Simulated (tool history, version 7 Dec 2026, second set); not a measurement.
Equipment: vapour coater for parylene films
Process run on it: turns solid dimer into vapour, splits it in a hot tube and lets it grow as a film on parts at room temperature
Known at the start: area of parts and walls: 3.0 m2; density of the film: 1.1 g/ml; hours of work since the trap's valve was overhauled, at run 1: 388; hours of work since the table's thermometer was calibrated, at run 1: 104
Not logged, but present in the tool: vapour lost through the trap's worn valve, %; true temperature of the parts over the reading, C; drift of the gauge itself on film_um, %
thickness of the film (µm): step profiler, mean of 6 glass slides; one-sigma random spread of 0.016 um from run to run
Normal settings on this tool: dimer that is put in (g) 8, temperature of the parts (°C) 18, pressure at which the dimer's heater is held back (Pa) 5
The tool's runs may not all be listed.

run	day	dimer that is put in (g)	temperature of the parts (°C)	pressure at which the dimer's heater is held back (Pa)	hours of work since the trap's valve was overhauled	hours of work since the table's thermometer was calibrated	thickness of the film (µm)
1	0	8	18	5	388	104	1.19
2	1.429	8	18	3.48	405	122	1.26
3	2.696	8	18	3.48	421	137	1.26
4	3.75	8	18	3.48	433	150	1.26
5	5.15	8	18	3.48	450	166	1.26
6	6.392	8	13	5	465	181	1.29
7	8.383	8	13	5	489	205	1.29
8	9.604	8	13	5	504	220	1.25
9	11.646	8	13	5	528	245	1.26
10	13.038	8	17	5.23	545	262	1.22
11	14.95	5	18	2.22	568	285	0.83
12	17.246	6	18	4.16	596	312	0.88

What does the tool deliver on the next run?
13	19.008	6	18	4.16	617	333	?

thickness of the film (µm): 0.88
If the tool had no hidden condition, the same run with the same run-to-run variation would have returned thickness of the film (µm) 0.97.

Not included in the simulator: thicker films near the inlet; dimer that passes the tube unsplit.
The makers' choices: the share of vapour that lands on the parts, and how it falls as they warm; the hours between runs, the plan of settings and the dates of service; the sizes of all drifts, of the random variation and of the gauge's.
